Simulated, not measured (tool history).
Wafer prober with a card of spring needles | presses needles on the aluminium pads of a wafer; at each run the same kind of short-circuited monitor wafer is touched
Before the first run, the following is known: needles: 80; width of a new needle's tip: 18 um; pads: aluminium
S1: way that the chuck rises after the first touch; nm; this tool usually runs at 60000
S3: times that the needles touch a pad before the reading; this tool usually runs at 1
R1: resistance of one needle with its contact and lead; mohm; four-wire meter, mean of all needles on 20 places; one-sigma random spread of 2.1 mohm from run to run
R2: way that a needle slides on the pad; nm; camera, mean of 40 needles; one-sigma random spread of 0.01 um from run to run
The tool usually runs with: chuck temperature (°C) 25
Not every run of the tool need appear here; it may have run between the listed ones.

{"run": 1, "hour": 0.0, "S1": 60000, "chuck temperature (°C)": 25, "S3": 1, "R1": 302, "R2": 8140}
{"hour": 4.7, "done": "tips cleaned on abrasive film"}
{"hour": 16.3, "done": "tips cleaned on abrasive film"}
{"hour": 27.9, "done": "tips cleaned on abrasive film"}
{"run": 2, "hour": 31.5, "S1": 60000, "chuck temperature (°C)": 25, "S3": 1, "R1": 289, "R2": 8130}
{"hour": 38.5, "done": "tips cleaned on abrasive film"}
{"hour": 49.9, "done": "tips cleaned on abrasive film"}
{"hour": 59.2, "done": "tips cleaned on abrasive film"}
{"hour": 70.5, "done": "tips cleaned on abrasive film"}
{"run": 3, "hour": 70.5, "S1": 60000, "chuck temperature (°C)": 25, "S3": 1, "R1": 240, "R2": 8090}
{"hour": 79.8, "done": "tips cleaned on abrasive film"}
{"hour": 91.2, "done": "tips cleaned on abrasive film"}
{"run": 4, "hour": 92.9, "S1": 60000, "chuck temperature (°C)": 25, "S3": 1, "R1": 272, "R2": 8080}
{"hour": 102.3, "done": "tips cleaned on abrasive film"}
{"hour": 102.6, "done": "height of the first contact set anew"}
{"hour": 114.2, "done": "tips cleaned on abrasive film"}
{"run": 5, "hour": 117.0, "S1": 60000, "chuck temperature (°C)": 51, "S3": 1, "R1": 301, "R2": 8140}
{"hour": 119.4, "done": "tips cleaned on abrasive film, once more"}
{"hour": 128.7, "done": "tips cleaned on abrasive film"}
{"hour": 138.1, "done": "tips cleaned on abrasive film"}
{"hour": 149.7, "done": "tips cleaned on abrasive film"}
{"run": 6, "hour": 156.3, "S1": 55000, "chuck temperature (°C)": 51, "S3": 1, "R1": 323, "R2": 7420}
{"hour": 161.0, "done": "tips cleaned on abrasive film"}
{"hour": 172.6, "done": "tips cleaned on abrasive film"}
{"hour": 181.9, "done": "tips cleaned on abrasive film"}
{"run": 7, "hour": 185.0, "S1": 60000, "chuck temperature (°C)": 58, "S3": 1, "R1": 287, "R2": 8070}
{"hour": 192.0, "done": "tips cleaned on abrasive film"}
{"hour": 203.4, "done": "tips cleaned on abrasive film"}
{"hour": 212.9, "done": "height of the first contact set anew"}
{"hour": 213.9, "done": "tips cleaned on abrasive film"}
{"run": 8, "hour": 213.9, "S1": 60000, "chuck temperature (°C)": 25, "S3": 1, "R1": 243, "R2": 8140}
{"hour": 223.2, "done": "tips cleaned on abrasive film"}
{"hour": 232.5, "done": "tips cleaned on abrasive film"}
{"hour": 244.1, "done": "tips cleaned on abrasive film"}
{"hour": 255.5, "done": "tips cleaned on abrasive film"}
{"hour": 264.8, "done": "tips cleaned on abrasive film"}
{"run": 9, "hour": 266.3, "S1": 60000, "chuck temperature (°C)": 25, "S3": 1, "R1": 267, "R2": 8090}
{"hour": 275.6, "done": "tips cleaned on abrasive film"}
{"hour": 287.2, "done": "tips cleaned on abrasive film"}
{"hour": 298.7, "done": "tips cleaned on abrasive film"}
{"run": 10, "hour": 307.0, "S1": 60000, "chuck temperature (°C)": 25, "S3": 1, "R1": 321, "R2": 8060}
{"hour": 309.4, "done": "tips cleaned on abrasive film"}
{"hour": 318.7, "done": "tips cleaned on abrasive film"}
{"hour": 321.3, "done": "height of the first contact set anew"}
{"hour": 330.5, "done": "tips cleaned on abrasive film"}
{"hour": 339.8, "done": "tips cleaned on abrasive film"}
{"run": 11, "hour": 343.8, "S1": 60000, "chuck temperature (°C)": 25, "S3": 1, "R1": 296, "R2": 8130}
{"hour": 350.8, "done": "tips cleaned on abrasive film"}
{"hour": 362.4, "done": "tips cleaned on abrasive film"}
{"hour": 371.8, "done": "tips cleaned on abrasive film"}
{"run": 12, "hour": 377.5, "S1": 60000, "chuck temperature (°C)": 25, "S3": 1, "R1": 312, "R2": 8100}
{"hour": 382.2, "done": "tips cleaned on abrasive film"}
{"hour": 391.5, "done": "tips cleaned on abrasive film"}
{"hour": 403.0, "done": "tips cleaned on abrasive film"}
{"hour": 412.3, "done": "tips cleaned on abrasive film"}
{"run": 13, "hour": 417.4, "S1": 60000, "chuck temperature (°C)": 25, "S3": 1, "R1": 302, "R2": 8060}
{"hour": 422.1, "done": "tips cleaned on abrasive film"}
{"hour": 431.4, "done": "tips cleaned on abrasive film"}
{"hour": 431.7, "done": "height of the first contact set anew"}
{"hour": 441.0, "done": "tips cleaned on abrasive film"}
{"hour": 450.3, "done": "tips cleaned on abrasive film"}
{"run": 14, "hour": 456.2, "S1": 62000, "chuck temperature (°C)": 102, "S3": 1, "R1": 320, "R2": 8390}
{"hour": 460.9, "done": "tips cleaned on abrasive film"}
{"hour": 472.5, "done": "tips cleaned on abrasive film"}
{"hour": 481.8, "done": "tips cleaned on abrasive film"}
{"hour": 491.2, "done": "tips cleaned on abrasive film"}
{"hour": 500.5, "done": "tips cleaned on abrasive film"}
{"run": 15, "hour": 503.2, "S1": 41000, "chuck temperature (°C)": 35, "S3": 2, "R1": 308, "R2": 5500}
{"hour": 510.2, "done": "tips cleaned on abrasive film"}
{"hour": 521.8, "done": "tips cleaned on abrasive film"}
{"run": 16, "hour": 526.1, "S1": 63000, "chuck temperature (°C)": 85, "S3": 2, "R1": 286, "R2": 8460}
{"hour": 533.0, "done": "tips cleaned on abrasive film"}
{"hour": 540.2, "done": "height of the first contact set anew"}
{"hour": 542.6, "done": "tips cleaned on abrasive film"}
{"hour": 551.9, "done": "tips cleaned on abrasive film"}
{"hour": 561.3, "done": "tips cleaned on abrasive film"}
{"hour": 570.6, "done": "tips cleaned on abrasive film"}
{"run": 17, "hour": 576.8, "S1": 47000, "chuck temperature (°C)": 62, "S3": 2, "R1": 321, "R2": 6350}
{"hour": 581.5, "done": "tips cleaned on abrasive film"}
{"hour": 593.1, "done": "tips cleaned on abrasive film"}
{"hour": 604.7, "done": "tips cleaned on abrasive film"}
{"run": 18, "hour": 605.9, "S1": 46000, "chuck temperature (°C)": 25, "S3": 2, "R1": 276, "R2": 6190}
{"hour": 615.2, "done": "tips cleaned on abrasive film"}
{"hour": 624.5, "done": "tips cleaned on abrasive film"}
{"hour": 634.8, "done": "tips cleaned on abrasive film"}
{"run": 19, "hour": 634.8, "S1": 46000, "chuck temperature (°C)": 25, "S3": 2, "R1": 251, "R2": 6160}
{"hour": 644.1, "done": "tips cleaned on abrasive film"}
{"hour": 649.0, "done": "height of the first contact set anew"}
{"hour": 653.7, "done": "tips cleaned on abrasive film"}
{"hour": 663.1, "done": "tips cleaned on abrasive film"}
{"hour": 672.4, "done": "tips cleaned on abrasive film"}
{"run": 20, "hour": 679.1, "S1": 46000, "chuck temperature (°C)": 25, "S3": 2, "R1": 319, "R2": 6210}
{"hour": 683.8, "done": "tips cleaned on abrasive film"}
{"hour": 695.3, "done": "tips cleaned on abrasive film"}
{"hour": 706.9, "done": "tips cleaned on abrasive film"}
{"hour": 718.5, "done": "tips cleaned on abrasive film"}
{"run": 21, "hour": 720.5, "S1": 46000, "chuck temperature (°C)": 25, "S3": 2, "R1": 288, "R2": 6200}
{"hour": 729.7, "done": "tips cleaned on abrasive film"}
{"hour": 739.0, "done": "tips cleaned on abrasive film"}
{"hour": 748.3, "done": "tips cleaned on abrasive film"}
{"run": 22, "hour": 749.5, "S1": 59000, "chuck temperature (°C)": 25, "S3": 2, "R1": 256, "R2": 7900}
{"hour": 758.9, "done": "tips cleaned on abrasive film"}
{"hour": 759.2, "done": "height of the first contact set anew"}
{"hour": 768.5, "done": "tips cleaned on abrasive film"}
{"hour": 777.8, "done": "tips cleaned on abrasive film"}
{"run": 23, "hour": 781.4, "S1": 59000, "chuck temperature (°C)": 25, "S3": 2, "R1": 269, "R2": 7990}
{"hour": 788.4, "done": "tips cleaned on abrasive film"}
{"hour": 800.0, "done": "tips cleaned on abrasive film"}
{"hour": 810.0, "done": "tips cleaned on abrasive film"}
{"run": 24, "hour": 810.0, "S1": 67000, "chuck temperature (°C)": 25, "S3": 2, "R1": 237, "R2": 9050}
{"hour": 819.3, "done": "tips cleaned on abrasive film"}
{"hour": 830.9, "done": "tips cleaned on abrasive film"}
{"hour": 840.2, "done": "tips cleaned on abrasive film"}
{"run": 25, "hour": 849.3, "S1": 67000, "chuck temperature (°C)": 25, "S3": 2, "R1": 280, "R2": 9030}
{"hour": 851.7, "done": "tips cleaned on abrasive film"}
{"hour": 861.0, "done": "tips cleaned on abrasive film"}
{"hour": 868.2, "done": "height of the first contact set anew"}
{"hour": 870.6, "done": "tips cleaned on abrasive film"}
{"hour": 882.0, "done": "tips cleaned on abrasive film"}
{"hour": 891.4, "done": "tips cleaned on abrasive film"}
{"run": 26, "hour": 897.3, "S1": 59000, "chuck temperature (°C)": 115, "S3": 1, "R1": 327, "R2": 7980}

For each run, the measured value with the value that run would have given without the tool's hidden condition subtracted. The run-to-run variation is shared by both, the gauge scatter possibly not:
Hidden state at play: debris on the tips, nm; way that the needles fall short of the set height, um; tips' diameter, um; drift of the gauge itself on contact_mohm, %; drift of the gauge itself on scrub_um, %.
run=1 R1=+66 R2=+0
run=2 R1=+59 R2=-20
run=3 R1=+9 R2=-50
run=4 R1=+38 R2=-70
run=5 R1=+56 R2=-10
run=6 R1=+82 R2=-50
run=7 R1=+50 R2=-80
run=8 R1=+8 R2=-10
run=9 R1=+35 R2=-50
run=10 R1=+85 R2=-80
run=11 R1=+62 R2=-20
run=12 R1=+76 R2=-50
run=13 R1=+68 R2=-90
run=14 R1=+64 R2=-20
run=15 R1=+63 R2=-60
run=16 R1=+36 R2=-90
run=17 R1=+71 R2=-30
run=18 R1=+33 R2=-60
run=19 R1=+10 R2=-80
run=20 R1=+84 R2=-30
run=21 R1=+52 R2=-60
run=22 R1=+22 R2=-80
run=23 R1=+40 R2=-20
run=24 R1=+7 R2=-40
run=25 R1=+48 R2=-70
run=26 R1=+71 R2=-30
